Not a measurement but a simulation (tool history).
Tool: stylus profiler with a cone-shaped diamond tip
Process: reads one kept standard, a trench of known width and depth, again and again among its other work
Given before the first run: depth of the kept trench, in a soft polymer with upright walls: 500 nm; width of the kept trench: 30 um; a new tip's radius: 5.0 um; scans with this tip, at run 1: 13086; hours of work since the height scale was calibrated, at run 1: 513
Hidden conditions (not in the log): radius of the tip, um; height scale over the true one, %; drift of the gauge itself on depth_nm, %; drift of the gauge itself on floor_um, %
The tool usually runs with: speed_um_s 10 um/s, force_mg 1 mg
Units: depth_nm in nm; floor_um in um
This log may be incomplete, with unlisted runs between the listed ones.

run    hour  speed_um_s  force_mg  scans with this tip  hours of work since the height scale was calibrated  depth_nm  floor_um
  1       0          10         1                13086                                                  513    504.88     23.41
  2    73.5          10         1                13357                                                  567    504.83     23.39
  3   156.6          10         1                13665                                                  628     504.9     23.31
  4   229.9          10      0.75                13936                                                  681    504.46     23.28
  5   303.6          10      0.75                14209                                                  735    504.54     23.25
  6   413.9          10      0.75                14617                                                  816    504.64     23.22
  7   499.5          10      0.75                14933                                                  879    504.84     23.15
  8   555.7          10      0.85                15141                                                  920    505.01     23.13
  9   645.2          32         1                15472                                                  985    505.48     22.91
      666.7  -- height scale calibrated on a step standard
 10   702.6          32         1                15683                                                   26    504.31     22.88
 11   806.5          32         1                16067                                                  102    504.29     22.85
 12   887.3          32         1                16366                                                  162    504.55     22.82
 13   974.6          10      1.46                16689                                                  225     505.8     22.93
 14  1055.4          10      1.46                16987                                                  285     505.8     22.93
 15  1126.9          10      1.46                17252                                                  337    506.06     22.92
 16    1199           3         1                17518                                                  390    505.16     22.87
 17  1310.8          24         1                17932                                                  472    504.73     22.71
 18  1389.3          10         1                18222                                                  529    505.25     22.73
 19  1466.7          10         1                18509                                                  586    504.97     22.72
 20    1542          10         1                18787                                                  641    505.08     22.67
 21  1636.2          10         1                19135                                                  710    505.39     22.65
 22  1718.7          10         1                19441                                                  770    505.53     22.63
 23  1782.4          10         1                19676                                                  817    505.49      22.6
     1807.2  -- new tip fitted, height scale calibrated
 24  1888.2          32      1.88                  299                                                   59     506.5      25.4
 25  1987.6           4         1                  667                                                  132    504.22     25.42
 26  2065.4           4         1                  955                                                  189    504.64     25.36
 27  2151.1           4      2.33                 1272                                                  252    507.63     25.36
 28  2223.9           4      2.33                 1541                                                  305    507.97     25.33
 29  2331.9           7       1.1                 1940                                                  384     504.9      25.2
 30  2408.3          27         1                 2223                                                  440    504.82     25.03
 31  2497.2           4      1.83                 2552                                                  505    507.13     25.12
 32  2608.1           3      0.95                 2962                                                  586    504.98     25.08
 33  2665.1          30      1.65                 3173                                                  628    506.76     24.87
 34  2751.6          30      1.65                 3493                                                  691    506.73     24.79
 35  2837.9          10      0.59                 3812                                                  755    504.21     24.82
 36  2928.2           5      1.06                 4146                                                  821     505.4     24.82
 37    3037          18      0.96                 4548                                                  900    505.45     24.61
 38  3084.6           7      0.39                 4724                                                  935    503.42     24.75
 39  3172.8           7      0.39                 5051                                                 1000    503.79     24.64
     3181.8  -- height scale calibrated on a step standard
 40  3258.2          10      1.18                 5365                                                   56    504.66     24.61
 41  3332.6          27      1.67                 5640                                                  110     505.8     24.45
 42    3428          27      1.67                 5993                                                  180    505.92     24.44
 43    3526          27      1.67                 6355                                                  252    506.04     24.38
 44  3613.3          27      1.67                 6678                                                  316    506.34     24.33
 45  3681.4          24      0.45                 6930                                                  366    502.67     24.18

Measured less the same run without the tool's hidden state. The same run-to-run variation is in both; the gauge's scatter may not be:
run  depth_nm  floor_um
  1     +0.66     -2.17
  2     +0.74     -2.19
  3     +0.83     -2.23
  4     +0.91     -2.27
  5     +0.99      -2.3
  6     +1.11     -2.35
  7     +1.21     -2.39
  8     +1.27     -2.43
  9     +1.36     -2.47
 10     +0.09     -2.49
 11      +0.2     -2.54
 12     +0.29     -2.57
 13     +0.38      -2.6
 14     +0.47     -2.65
 15     +0.55     -2.68
 16     +0.63     -2.72
 17     +0.76     -2.77
 18     +0.84      -2.8
 19     +0.92     -2.83
 20     +1.01     -2.87
 21     +1.12     -2.91
 22     +1.21     -2.94
 23     +1.27     -2.97
 24     +0.01     -0.09
 25     +0.12     -0.17
 26     +0.21     -0.21
 27      +0.3     -0.27
 28     +0.37     -0.32
 29     +0.49     -0.39
 30     +0.57     -0.45
 31     +0.67      -0.5
 32      +0.8     -0.57
 33     +0.86      -0.6
 34     +0.96     -0.66
 35     +1.06     -0.72
 36     +1.15     -0.76
 37     +1.26     -0.83
 38     +1.31     -0.86
 39      +1.4     -0.92
 40     -0.07     -0.96
 41     +0.01     -1.01
 42     +0.11     -1.06
 43     +0.23     -1.12
 44     +0.32     -1.16
 45      +0.4     -1.21
